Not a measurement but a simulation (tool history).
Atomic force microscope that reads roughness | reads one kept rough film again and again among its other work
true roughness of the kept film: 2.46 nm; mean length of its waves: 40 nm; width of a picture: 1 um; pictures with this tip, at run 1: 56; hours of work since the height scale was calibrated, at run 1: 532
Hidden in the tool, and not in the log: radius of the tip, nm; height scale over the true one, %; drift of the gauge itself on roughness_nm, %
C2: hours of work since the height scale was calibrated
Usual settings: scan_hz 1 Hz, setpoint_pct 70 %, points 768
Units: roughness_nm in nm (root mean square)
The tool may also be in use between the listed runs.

Run 1, hour 0: usual settings; pictures with this tip 56; C2 532. Result: roughness_nm 2.186 nm (root mean square).
Run 2, hour 41.4: usual settings; pictures with this tip 104; C2 554. Result: roughness_nm 2.19 nm (root mean square).
At hour 46.4: new tip fitted.
Run 3, hour 85.4: usual settings; pictures with this tip 46; C2 577. Result: roughness_nm 2.208 nm (root mean square).
Run 4, hour 116.5: usual settings; pictures with this tip 82; C2 593. Result: roughness_nm 2.211 nm (root mean square).
At hour 141.8: new tip fitted.
Run 5, hour 152.7: usual settings; pictures with this tip 13; C2 612. Result: roughness_nm 2.181 nm (root mean square).
Run 6, hour 210.6: usual settings; pictures with this tip 80; C2 643. Result: roughness_nm 2.183 nm (root mean square).
At hour 234.9: new tip fitted.
Run 7, hour 268.1: usual settings; pictures with this tip 39; C2 673. Result: roughness_nm 2.212 nm (root mean square).
Run 8, hour 320.8: usual settings; pictures with this tip 100; C2 701. Result: roughness_nm 2.214 nm (root mean square).
At hour 329.1: new tip fitted.
Run 9, hour 362.8: usual settings but scan_hz 0.96 Hz; pictures with this tip 39; C2 723. Result: roughness_nm 2.211 nm (root mean square).
At hour 422.5: new tip fitted.
Run 10, hour 422.6: usual settings but scan_hz 2.24 Hz, setpoint_pct 75 %, points 982; pictures with this tip 0; C2 755. Result: roughness_nm 2.001 nm (root mean square).
Run 11, hour 482: usual settings but points 352; pictures with this tip 69; C2 786. Result: roughness_nm 2.187 nm (root mean square).
At hour 515.8: new tip fitted.
Run 12, hour 519.7: usual settings but points 790; pictures with this tip 4; C2 806. Result: roughness_nm 2.201 nm (root mean square).
Run 13, hour 573: usual settings but scan_hz 2.05 Hz; pictures with this tip 67; C2 834. Result: roughness_nm 2.086 nm (root mean square).
At hour 611.3: new tip fitted.
Run 14, hour 629.5: usual settings but setpoint_pct 61 %, points 774; pictures with this tip 21; C2 864. Result: roughness_nm 2.257 nm (root mean square).
Run 15, hour 692.9: usual settings but setpoint_pct 61 %, points 774; pictures with this tip 95; C2 898. Result: roughness_nm 2.246 nm (root mean square).
At hour 705.7: new tip fitted.
Run 16, hour 747.3: usual settings but scan_hz 0.73 Hz; pictures with this tip 49; C2 926. Result: roughness_nm 2.221 nm (root mean square).
Run 17, hour 786.3: usual settings but scan_hz 0.54 Hz, setpoint_pct 55 %, points 758; pictures with this tip 94; C2 947. Result: roughness_nm 2.292 nm (root mean square).
At hour 799.7: new tip fitted.
Run 18, hour 817.4: usual settings but scan_hz 0.54 Hz, setpoint_pct 55 %, points 758; pictures with this tip 21; C2 963. Result: roughness_nm 2.287 nm (root mean square).

4 ways to go on from here, each from the tool as it stands after run 18. What would each give?
Run A, hour 864.2: usual settings but scan_hz 0.54 Hz, setpoint_pct 56 %, points 758; pictures with this tip 76; C2 988. Result: roughness_nm ?.
Run B, hour 864.2: usual settings but scan_hz 0.95 Hz, setpoint_pct 73 %; pictures with this tip 76; C2 988. Result: roughness_nm ?.
Run C, hour 864.2: usual settings but scan_hz 0.54 Hz, setpoint_pct 55 %, points 732; pictures with this tip 76; C2 988. Result: roughness_nm ?.
Run D, hour 864.2: usual settings but scan_hz 0.71 Hz, setpoint_pct 55 %, points 758; pictures with this tip 76; C2 988. Result: roughness_nm ?.

run  roughness_nm
  A          2.29
  B         2.192
  C         2.282
  D         2.272
Without the tool's hidden state the same runs would have given:
run  roughness_nm
  A         2.293
  B         2.195
  C         2.285
  D         2.275
